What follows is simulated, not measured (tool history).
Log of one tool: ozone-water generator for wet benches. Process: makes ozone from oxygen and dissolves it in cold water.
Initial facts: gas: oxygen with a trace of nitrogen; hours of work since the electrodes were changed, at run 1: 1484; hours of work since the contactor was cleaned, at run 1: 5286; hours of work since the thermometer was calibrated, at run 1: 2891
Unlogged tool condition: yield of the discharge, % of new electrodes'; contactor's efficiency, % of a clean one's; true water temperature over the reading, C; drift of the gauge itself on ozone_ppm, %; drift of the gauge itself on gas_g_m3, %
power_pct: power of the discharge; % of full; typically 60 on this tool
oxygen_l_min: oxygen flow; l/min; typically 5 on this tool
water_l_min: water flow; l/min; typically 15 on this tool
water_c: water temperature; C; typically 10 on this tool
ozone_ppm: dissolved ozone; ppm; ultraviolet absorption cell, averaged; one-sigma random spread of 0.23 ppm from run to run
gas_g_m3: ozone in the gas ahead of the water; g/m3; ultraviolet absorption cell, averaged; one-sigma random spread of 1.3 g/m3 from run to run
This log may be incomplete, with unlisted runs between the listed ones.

run   hour  power_pct  oxygen_l_min  water_l_min  water_c  hours of work since the electrodes were changed  hours of work since the contactor was cleaned  hours of work since the thermometer was calibrated  ozone_ppm  gas_g_m3
  1      0         60             5           15       10                                             1484                                           5286                                                2891       32.6     242.4
  2   40.3         60             5           15       10                                             1519                                           5321                                                2926       32.7       244
  3   76.4         60             5           15       10                                             1550                                           5352                                                2957       32.6     241.8
  4  134.8         85             5           15       10                                             1601                                           5403                                                3008       43.9     323.8
  5  172.9         60             5           15       10                                             1635                                           5437                                                3042       32.5     238.3
  6  199.9         60             5           15       10                                             1658                                           5460                                                3065       32.6     240.4
  7  239.4         60             5           15       10                                             1692                                           5495                                                3100       32.3     241.1
  8  283.4         60             5           15       10                                             1731                                           5533                                                3138       32.7     239.6
  9    319         60             5           15       10                                             1762                                           5564                                                3169       31.7     241.3
 10  357.3         60             5           15       10                                             1795                                           5597                                                3203       32.4     239.4
 11    388         60             5           21       10                                             1822                                           5624                                                3229       24.8     239.5
 12  433.1         60             5           21       10                                             1862                                           5664                                                3269       24.6     239.4
 13  487.1         85             5            9       11                                             1909                                           5711                                                3316       59.5       320
 14  531.6         85          5.08           13       16                                             1947                                           5750                                                3355       43.3     314.7
 15  579.5         62             5           17       10                                             1989                                           5791                                                3397       30.3     245.6
 16  621.8         89             5           17        8                                             2026                                           5828                                                3433       41.5       334
 17  649.9         60             5           11       13                                             2051                                           5853                                                3458       38.3     237.6
 18  699.3         60             5           11       13                                             2094                                           5896                                                3501       38.3     239.1
 19  732.7         77           6.6           18        5                                             2123                                           5925                                                3530       36.5     251.8

Consider 4 possible next runs. They are alternatives, not a sequence: every one starts from the tool as it was left by run 19. What does each give?
  A  788.4         51             5           15        7                                             2172                                           5974                                                3579          ?         ?
  B  788.4         60           4.1           15        8                                             2172                                           5974                                                3579          ?         ?
  C  788.4         47           6.6           12        5                                             2172                                           5974                                                3579          ?         ?
  D  788.4         94          2.64           10        5                                             2172                                           5974                                                3579          ?         ?

run  ozone_ppm  gas_g_m3
  A         29       208
  B       32.5     265.4
  C       32.8     167.1
  D         67     492.8
With no hidden state in the tool, these same runs would have given:
run  ozone_ppm  gas_g_m3
  A       30.7     212.9
  B       34.6     272.8
  C       34.6     170.6
  D       71.7     512.5
